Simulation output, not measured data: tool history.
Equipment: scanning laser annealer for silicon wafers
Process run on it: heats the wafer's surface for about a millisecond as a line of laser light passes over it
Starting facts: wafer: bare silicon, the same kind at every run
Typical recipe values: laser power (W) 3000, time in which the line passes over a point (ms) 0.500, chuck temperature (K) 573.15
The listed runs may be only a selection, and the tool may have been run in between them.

run	hour	laser power (W)	time in which the line passes over a point (ms)	chuck temperature (K)	highest temperature of the surface (K)
1	0.0	3000	0.500	573.15	1361.15
2	57.2	3000	0.500	573.15	1360.15
# hour 92.8: window over the wafer cleaned
3	116.9	3000	0.500	573.15	1377.15
4	158.0	3000	0.545	573.15	1409.15
5	218.1	3145	0.500	573.15	1409.15
6	252.0	3145	0.560	573.15	1452.15
7	277.8	3145	0.560	573.15	1444.15
8	323.8	3145	0.560	573.15	1444.15
9	370.4	2595	0.560	573.15	1296.15
10	426.7	2595	0.560	573.15	1291.15
11	460.9	3000	0.617	573.15	1439.15
# hour 471.5: optics aligned, line set to its width
12	494.8	3000	0.617	607.15	1483.15
# hour 518.4: window over the wafer cleaned
13	557.1	3000	0.617	607.15	1499.15
14	602.8	3000	0.617	607.15	1495.15
15	639.6	3000	0.617	607.15	1490.15
16	701.8	3098	0.500	573.15	1401.15
17	763.6	3179	0.500	573.15	1417.15
18	796.2	3179	0.500	573.15	1411.15
19	834.1	3000	0.500	573.15	1365.15
20	862.2	3000	0.500	573.15	1361.15
21	905.8	3019	0.500	573.15	1367.15
# hour 938.9: window over the wafer cleaned
22	963.0	3014	0.500	555.15	1367.15
23	1011.5	2815	0.553	587.15	1383.15
24	1048.7	3243	0.500	564.15	1428.15
25	1110.3	3243	0.500	564.15	1425.15
26	1153.4	3000	0.442	575.15	1327.15
27	1200.8	3002	0.500	579.15	1374.15
28	1255.3	3027	0.590	540.15	1400.15
29	1314.0	3051	0.512	534.15	1344.15
30	1341.9	3051	0.512	534.15	1341.15
# hour 1358.7: window over the wafer cleaned
31	1381.3	2880	0.585	534.15	1368.15
32	1426.3	2880	0.585	534.15	1363.15
33	1475.8	2880	0.585	594.15	1422.15
34	1529.6	3000	0.505	582.15	1382.15
35	1567.9	2909	0.389	573.15	1259.15
36	1612.0	2931	0.597	581.15	1426.15
37	1640.7	3237	0.587	581.15	1498.15

Alternative continuations, all from the tool just after run 37; predict every row:
A	1697.1	2736	0.367	552.15	?
B	1697.1	2796	0.615	582.15	?
C	1697.1	3115	0.468	573.15	?
D	1697.1	3237	0.583	581.15	?
E	1697.1	3032	0.432	608.15	?

run	highest temperature of the surface (K)
A	1170.15
B	1392.15
C	1367.15
D	1493.15
E	1350.15
With no hidden state in the tool, these same runs would have given:
run	highest temperature of the surface (K)
A	1189.15
B	1418.15
C	1391.15
D	1521.15
E	1373.15
